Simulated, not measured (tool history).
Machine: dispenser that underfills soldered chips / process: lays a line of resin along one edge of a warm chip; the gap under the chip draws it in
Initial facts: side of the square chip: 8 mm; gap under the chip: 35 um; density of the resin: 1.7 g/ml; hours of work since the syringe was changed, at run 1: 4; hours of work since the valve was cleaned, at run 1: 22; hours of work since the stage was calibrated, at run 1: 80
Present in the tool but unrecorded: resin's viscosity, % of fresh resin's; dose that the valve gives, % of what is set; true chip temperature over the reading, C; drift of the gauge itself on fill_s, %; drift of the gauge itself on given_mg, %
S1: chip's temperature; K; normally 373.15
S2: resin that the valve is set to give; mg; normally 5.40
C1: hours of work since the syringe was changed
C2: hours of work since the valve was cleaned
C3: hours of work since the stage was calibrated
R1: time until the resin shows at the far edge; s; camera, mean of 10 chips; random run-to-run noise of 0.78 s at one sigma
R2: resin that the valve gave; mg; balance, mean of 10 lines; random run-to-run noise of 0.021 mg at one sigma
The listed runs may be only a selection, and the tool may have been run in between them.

run   hour      S1    S2  C1   C2   C3     R1    R2
  1    0.0  373.15  5.40   4   22   80  100.2  5.30
  2    2.9  373.15  5.40   6   24   82  120.6  5.31
  3    7.4  373.15  5.40   9   28   86  166.0  5.29
       9.3  -- new syringe of resin
  4   10.9  373.15  5.40   1   30   88   80.0  5.25
  5   14.1  373.15  5.40   4   33   91   98.3  5.26
  6   17.1  373.15  5.40   6   35   93  124.2  5.26
  7   20.6  373.15  5.40   9   38   96  152.2  5.20
  8   22.9  373.15  5.40  10   40   97  177.8  5.22
      23.6  -- new syringe of resin
  9   25.7  373.15  5.40   2   42   99   82.5  5.25
 10   30.4  387.15  5.40   5   45  103   68.7  5.22
 11   33.3  373.15  6.05   7   47  105  136.2  5.88
 12   37.1  373.15  6.04  10   50  108  173.6  5.79
      37.6  -- new syringe of resin
 13   39.4  373.15  6.04   1   52  110   82.6  5.83
 14   43.1  373.15  6.04   4   55  113  105.0  5.81
 15   46.4  373.15  6.04   7   57  115  128.8  5.82
 16   48.7  373.15  5.40   9   59  117  155.6  5.17
      51.7  -- new syringe of resin
 17   53.5  373.15  4.89   1   63  120   83.8  4.70
 18   56.0  367.15  5.40   3   64  122  122.6  5.16
 19   60.7  375.15  5.79   7   68  126  119.9  5.48
 20   64.0  365.15  6.26   9   71  128  217.2  5.93
      65.8  -- new syringe of resin
 21   66.8  379.15  6.95   1   73  130   60.5  6.58
 22   69.6  379.15  6.95   3   75  133   74.7  6.56
 23   72.4  379.15  6.95   5   77  135   88.3  6.57
 24   75.9  387.15  6.95   8   80  137   81.7  6.56
      79.8  -- new syringe of resin
 25   80.5  360.15  4.87   1   83  141  135.3  4.56
 26   84.4  387.15  5.40   4   86  144   61.1  5.08
 27   88.4  387.15  5.40   7   89  147   78.9  5.09
 28   91.8  373.15  5.12   9   92  149  163.3  4.80
      94.1  -- new syringe of resin
 29   94.3  369.15  5.49   0   93  151   89.6  5.10
 30   98.7  367.15  6.11   4   97  155  124.8  5.70
 31  102.5  367.15  6.11   6  100  157  161.7  5.69
 32  106.4  373.15  6.49  10  103  160  166.1  6.03
     108.2  -- new syringe of resin
 33  110.2  384.15  5.06   2  105  163   58.6  4.68
 34  112.1  384.15  4.65   3  107  165   69.4  4.30
 35  114.8  382.15  5.19   5  109  167   82.0  4.81

Had the tool no unlogged condition, and each run kept its random variation, what would the results have been?
run     R1    R2
  1   71.8  5.39
  2   71.4  5.41
  3   73.1  5.41
  4   70.8  5.37
  5   70.8  5.39
  6   73.2  5.40
  7   70.8  5.35
  8   71.6  5.37
  9   71.4  5.41
 10   43.8  5.40
 11   71.3  6.09
 12   70.8  6.01
 13   70.8  6.05
 14   70.4  6.04
 15   69.8  6.07
 16   71.6  5.40
 17   72.8  4.92
 18   91.1  5.41
 19   65.4  5.76
 20   95.5  6.25
 21   54.9  6.94
 22   56.6  6.93
 23   55.7  6.95
 24   40.8  6.96
 25  123.4  4.85
 26   43.7  5.41
 27   43.3  5.43
 28   71.0  5.13
 29   83.3  5.46
 30   87.2  6.12
 31   88.1  6.12
 32   69.9  6.50
 33   48.3  5.05
 34   49.8  4.65
 35   49.8  5.21
